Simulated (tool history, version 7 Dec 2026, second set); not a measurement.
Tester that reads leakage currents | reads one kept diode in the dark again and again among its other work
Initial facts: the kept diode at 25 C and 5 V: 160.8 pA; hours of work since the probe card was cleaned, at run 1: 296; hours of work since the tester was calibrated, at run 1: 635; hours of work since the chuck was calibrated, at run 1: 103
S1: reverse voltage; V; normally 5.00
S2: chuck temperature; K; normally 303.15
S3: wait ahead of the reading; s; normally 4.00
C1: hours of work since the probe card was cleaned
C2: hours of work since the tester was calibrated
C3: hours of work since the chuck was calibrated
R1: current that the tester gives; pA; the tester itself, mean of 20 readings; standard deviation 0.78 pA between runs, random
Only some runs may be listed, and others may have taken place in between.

| run | hour | S1 | S2 | S3 | C1 | C2 | C3 | R1 |
|---|---|---|---|---|---|---|---|---|
| 1 | 0.0 | 5.00 | 303.15 | 4.00 | 296 | 635 | 103 | 261.13 |
| 2 | 17.3 | 5.00 | 303.15 | 4.00 | 306 | 646 | 113 | 258.85 |
| 3 | 39.2 | 5.00 | 303.15 | 4.00 | 320 | 659 | 127 | 260.19 |
| 4 | 69.4 | 5.00 | 303.15 | 4.00 | 338 | 678 | 145 | 259.56 |
| 5 | 102.2 | 5.00 | 303.15 | 4.00 | 358 | 698 | 165 | 260.02 |
| 6 | 121.0 | 5.00 | 303.15 | 4.00 | 370 | 709 | 177 | 260.56 |
| 7 | 150.7 | 5.00 | 303.15 | 4.00 | 388 | 728 | 195 | 257.73 |
| 8 | 172.1 | 5.00 | 303.15 | 4.00 | 401 | 741 | 208 | 259.20 |
| 9 | 195.1 | 5.00 | 303.15 | 4.00 | 415 | 755 | 222 | 259.45 |
| 10 | 211.9 | 5.00 | 303.15 | 4.00 | 425 | 765 | 232 | 258.54 |
| 11 | 242.5 | 5.00 | 303.15 | 4.00 | 444 | 784 | 251 | 259.06 |
| 12 | 275.3 | 5.00 | 303.15 | 4.00 | 464 | 804 | 271 | 260.42 |
| 13 | 296.1 | 5.00 | 303.15 | 4.00 | 477 | 816 | 284 | 259.71 |
| 14 | 327.8 | 5.00 | 303.15 | 4.00 | 496 | 836 | 303 | 259.06 |
| 15 | 345.5 | 5.00 | 303.15 | 4.00 | 507 | 847 | 314 | 259.16 |
| 16 | 371.2 | 5.00 | 303.15 | 4.00 | 523 | 862 | 330 | 260.96 |
| 17 | 391.7 | 5.00 | 303.15 | 4.00 | 535 | 875 | 342 | 259.56 |
| 18 | 418.5 | 5.00 | 303.15 | 4.00 | 552 | 891 | 359 | 258.59 |
| 19 | 443.1 | 5.60 | 303.15 | 4.00 | 567 | 906 | 374 | 273.33 |
| 20 | 470.7 | 5.00 | 303.15 | 4.00 | 584 | 923 | 391 | 260.65 |
| 21 | 499.5 | 5.00 | 303.15 | 4.00 | 601 | 941 | 408 | 259.27 |
| 22 | 513.6 | 5.00 | 303.15 | 4.00 | 610 | 949 | 417 | 261.64 |
| 23 | 531.0 | 16.04 | 303.15 | 0.70 | 620 | 960 | 427 | 442.54 |
| 24 | 559.6 | 2.38 | 303.15 | 0.53 | 638 | 978 | 445 | 184.56 |
| 25 | 579.1 | 2.38 | 303.15 | 0.53 | 650 | 989 | 457 | 185.01 |
| 26 | 595.4 | 2.38 | 303.15 | 0.53 | 660 | 999 | 467 | 185.34 |
| 27 | 626.0 | 4.79 | 303.15 | 4.00 | 678 | 1018 | 485 | 255.04 |
| 28 | 646.2 | 1.76 | 303.15 | 2.86 | 691 | 1030 | 498 | 162.37 |
| 29 | 663.2 | 6.51 | 312.15 | 2.86 | 701 | 1041 | 508 | 667.86 |
| 30 | 684.6 | 6.51 | 312.15 | 2.86 | 714 | 1054 | 521 | 668.16 |
| 31 | 698.7 | 6.51 | 312.15 | 2.86 | 723 | 1063 | 530 | 663.88 |
| 32 | 725.8 | 6.51 | 296.15 | 0.49 | 739 | 1079 | 546 | 150.53 |
| 33 | 749.9 | 8.36 | 296.15 | 1.91 | 754 | 1094 | 561 | 166.96 |
| 34 | 774.5 | 8.36 | 296.15 | 1.91 | 769 | 1109 | 576 | 167.62 |
| 35 | 798.8 | 10.34 | 297.15 | 2.24 | 784 | 1124 | 591 | 203.85 |
| 36 | 823.6 | 6.53 | 325.15 | 7.73 | 799 | 1139 | 606 | 2014.34 |
| 37 | 843.4 | 6.53 | 325.15 | 7.73 | 811 | 1151 | 618 | 2015.19 |
| 38 | 857.8 | 6.53 | 325.15 | 7.73 | 820 | 1160 | 627 | 2015.18 |
| 39 | 875.7 | 1.81 | 303.15 | 7.73 | 831 | 1171 | 638 | 163.30 |
| 40 | 893.9 | 2.49 | 303.15 | 3.02 | 842 | 1182 | 649 | 188.80 |

Alternative continuations, all from the tool just after run 40; predict every row:
| A | 916.7 | 1.53 | 311.15 | 4.00 | 856 | 1196 | 663 | ? |
| B | 916.7 | 17.27 | 297.15 | 4.52 | 856 | 1196 | 663 | ? |
| C | 916.7 | 2.76 | 296.15 | 6.21 | 856 | 1196 | 663 | ? |

| run | R1 |
|---|---|
| A | 315.42 |
| B | 256.98 |
| C | 100.84 |
What these runs would have given with no unlogged condition in the tool:
| run | R1 |
|---|---|
| A | 315.14 |
| B | 256.70 |
| C | 100.74 |

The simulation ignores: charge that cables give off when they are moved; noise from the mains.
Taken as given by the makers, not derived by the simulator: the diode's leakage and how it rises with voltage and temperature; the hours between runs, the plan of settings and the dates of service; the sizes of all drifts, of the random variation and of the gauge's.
